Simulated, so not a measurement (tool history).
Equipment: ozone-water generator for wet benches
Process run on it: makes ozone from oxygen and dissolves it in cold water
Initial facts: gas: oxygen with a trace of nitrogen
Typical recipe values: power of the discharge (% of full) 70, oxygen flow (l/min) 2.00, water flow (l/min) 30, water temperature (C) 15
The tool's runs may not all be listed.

run	hour	power of the discharge (% of full)	oxygen flow (l/min)	water flow (l/min)	water temperature (C)	dissolved ozone (ppm)	ozone in the gas ahead of the water (g/m3)
1	0.0	70	2.00	30	15	8.1	202.0
2	45.7	70	2.00	30	15	8.1	201.8
3	109.9	70	2.00	30	15	8.0	203.0
4	157.7	70	2.00	30	15	7.8	201.1
5	230.7	70	2.00	22	15	11.0	202.8
6	305.6	70	2.00	22	15	11.2	202.7
7	355.2	70	2.00	22	15	11.0	199.5
8	444.7	70	2.00	30	15	7.9	201.5
9	523.9	81	2.00	30	15	8.3	218.9
10	595.2	81	2.00	30	15	8.5	219.5
11	659.7	70	2.00	18	15	13.7	199.4
12	756.1	70	2.00	18	15	13.5	198.1
13	867.4	70	2.00	18	15	13.5	197.6
14	932.7	70	2.00	18	15	13.3	199.0
15	1010.7	70	2.00	30	15	7.8	199.2
16	1121.7	70	2.00	30	15	7.8	198.4
17	1178.6	70	2.00	20	17	12.2	200.0
18	1262.9	70	1.60	30	15	6.9	217.8
19	1373.6	70	1.60	30	15	7.0	215.3
20	1424.2	55	2.00	30	15	7.0	173.6
21	1498.3	55	1.97	36	9	5.7	175.5
22	1574.2	79	1.21	29	16	6.3	255.6
23	1643.0	49	1.02	32	16	4.3	214.4
24	1731.6	49	1.02	32	16	4.1	214.5
25	1835.6	49	1.02	32	16	4.2	211.6
26	1908.8	51	1.28	23	9	7.7	200.2
27	1982.2	70	2.31	30	8	8.9	184.0
28	2080.4	70	2.31	30	8	8.9	183.8
29	2177.9	70	2.31	30	8	9.0	183.5
30	2243.5	48	2.00	30	14	6.7	160.3
31	2318.0	48	2.00	30	14	6.4	160.1
32	2380.0	48	2.00	30	14	6.6	159.1

The log once held 3 entries between its listed runs, left out of this copy. Where does each go, and what is different about the tool's unlogged condition between the listed run before it and the listed run after it?
In the gap between runs 2 and 3: water thermometer calibrated (hour 51.0)
  yield of the discharge, % of new electrodes': 96.6 -> 96.5; contactor's efficiency, % of a clean one's: 89 -> 88.9; true water temperature over the reading, C: 0.18 -> 0.23
  measured minus no-state result, dissolved ozone (ppm): -0.8 -> -0.7; ozone in the gas ahead of the water (g/m3): -7.1 -> -7.5
In the gap between runs 4 and 5: water thermometer calibrated, once more (hour 219.4)
  yield of the discharge, % of new electrodes': 96.4 -> 96.2; contactor's efficiency, % of a clean one's: 88.9 -> 88.8; true water temperature over the reading, C: 0.23 -> 0.05
  measured minus no-state result, dissolved ozone (ppm): -0.8 -> -1.0; ozone in the gas ahead of the water (g/m3): -7.6 -> -7.9
In the gap between runs 25 and 26: contactor cleaned (hour 1899.3)
  yield of the discharge, % of new electrodes': 93.2 -> 93.1; contactor's efficiency, % of a clean one's: 86.7 -> 99.7; true water temperature over the reading, C: 0.09 -> 0.1
  measured minus no-state result, dissolved ozone (ppm): -0.5 -> -0.5; ozone in the gas ahead of the water (g/m3): -12.5 -> -12.2

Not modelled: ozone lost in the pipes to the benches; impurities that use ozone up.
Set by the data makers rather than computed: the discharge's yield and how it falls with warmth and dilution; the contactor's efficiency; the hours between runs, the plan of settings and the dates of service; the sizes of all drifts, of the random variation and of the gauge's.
